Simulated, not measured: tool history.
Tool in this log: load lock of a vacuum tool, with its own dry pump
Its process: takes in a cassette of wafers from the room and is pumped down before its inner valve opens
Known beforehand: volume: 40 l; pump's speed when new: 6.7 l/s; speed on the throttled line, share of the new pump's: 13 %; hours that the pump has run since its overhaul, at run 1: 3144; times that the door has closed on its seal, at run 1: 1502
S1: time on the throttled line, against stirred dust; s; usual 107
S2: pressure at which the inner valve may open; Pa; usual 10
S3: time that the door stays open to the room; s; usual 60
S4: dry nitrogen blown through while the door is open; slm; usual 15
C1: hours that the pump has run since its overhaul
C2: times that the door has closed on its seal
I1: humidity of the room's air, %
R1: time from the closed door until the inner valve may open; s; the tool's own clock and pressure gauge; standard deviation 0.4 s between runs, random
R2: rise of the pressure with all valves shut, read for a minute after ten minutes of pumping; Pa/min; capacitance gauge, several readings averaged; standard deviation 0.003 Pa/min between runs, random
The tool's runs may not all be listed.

run 1 hour=0.0 | S1=107 S2=10 S3=60 S4=15 | C1=3144 C2=1502 | I1=46.2 | R1=149.0 R2=0.035
run 2 hour=85.3 | S1=107 S2=10 S3=60 S4=15 | C1=3229 C2=1591 | I1=45.4 | R1=150.0 R2=0.032
run 3 hour=144.1 | S1=67 S2=10 S3=60 S4=15 | C1=3288 C2=1652 | I1=46.2 | R1=115.1 R2=0.034
run 4 hour=192.9 | S1=67 S2=10 S3=60 S4=15 | C1=3337 C2=1703 | I1=44.7 | R1=114.6 R2=0.032
run 5 hour=286.6 | S1=107 S2=10 S3=60 S4=15 | C1=3430 C2=1800 | I1=48.5 | R1=149.7 R2=0.037
run 6 hour=335.7 | S1=107 S2=10 S3=60 S4=15 | C1=3479 C2=1851 | I1=44.5 | R1=149.7 R2=0.031
run 7 hour=387.5 | S1=107 S2=10 S3=60 S4=15 | C1=3531 C2=1905 | I1=46.3 | R1=149.5 R2=0.037
run 8 hour=474.5 | S1=107 S2=13 S3=60 S4=15 | C1=3618 C2=1996 | I1=43.8 | R1=147.5 R2=0.031
run 9 hour=539.2 | S1=197 S2=13 S3=71 S4=14 | C1=3683 C2=2063 | I1=44.0 | R1=225.2 R2=0.038
run 10 hour=621.4 | S1=107 S2=10 S3=52 S4=5 | C1=3765 C2=2148 | I1=48.7 | R1=150.3 R2=0.047
run 11 hour=665.8 | S1=107 S2=16 S3=107 S4=15 | C1=3810 C2=2194 | I1=46.9 | R1=145.9 R2=0.041
run 12 hour=768.3 | S1=107 S2=16 S3=107 S4=15 | C1=3912 C2=2301 | I1=43.1 | R1=147.0 R2=0.045
run 13 hour=855.3 | S1=180 S2=14 S3=60 S4=16 | C1=3999 C2=2391 | I1=44.4 | R1=209.9 R2=0.037
run 14 hour=949.7 | S1=107 S2=10 S3=28 S4=10 | C1=4093 C2=2489 | I1=44.8 | R1=149.4 R2=0.043

5 options for the next run, each taken on its own from the tool as it stands now. Forecast them:
run A hour=1008.6 | S1=93 S2=10 S3=28 S4=10 | C1=4152 C2=2551 | I1=44.6 | R1=? R2=?
run B hour=1008.6 | S1=107 S2=14 S3=28 S4=7 | C1=4152 C2=2551 | I1=49.5 | R1=? R2=?
run C hour=1008.6 | S1=59 S2=10 S3=60 S4=15 | C1=4152 C2=2551 | I1=41.4 | R1=? R2=?
run D hour=1008.6 | S1=107 S2=10 S3=31 S4=6 | C1=4152 C2=2551 | I1=48.0 | R1=? R2=?
run E hour=1008.6 | S1=95 S2=9 S3=28 S4=10 | C1=4152 C2=2551 | I1=45.2 | R1=? R2=?

run=A R1=137.6 R2=0.039
run=B R1=148.0 R2=0.040
run=C R1=108.1 R2=0.040
run=D R1=150.0 R2=0.036
run=E R1=140.2 R2=0.039
Without the tool's unlogged condition, the same runs would have read:
run=A R1=135.6 R2=0.023
run=B R1=146.2 R2=0.025
run=C R1=105.9 R2=0.024
run=D R1=148.1 R2=0.021
run=E R1=138.2 R2=0.023
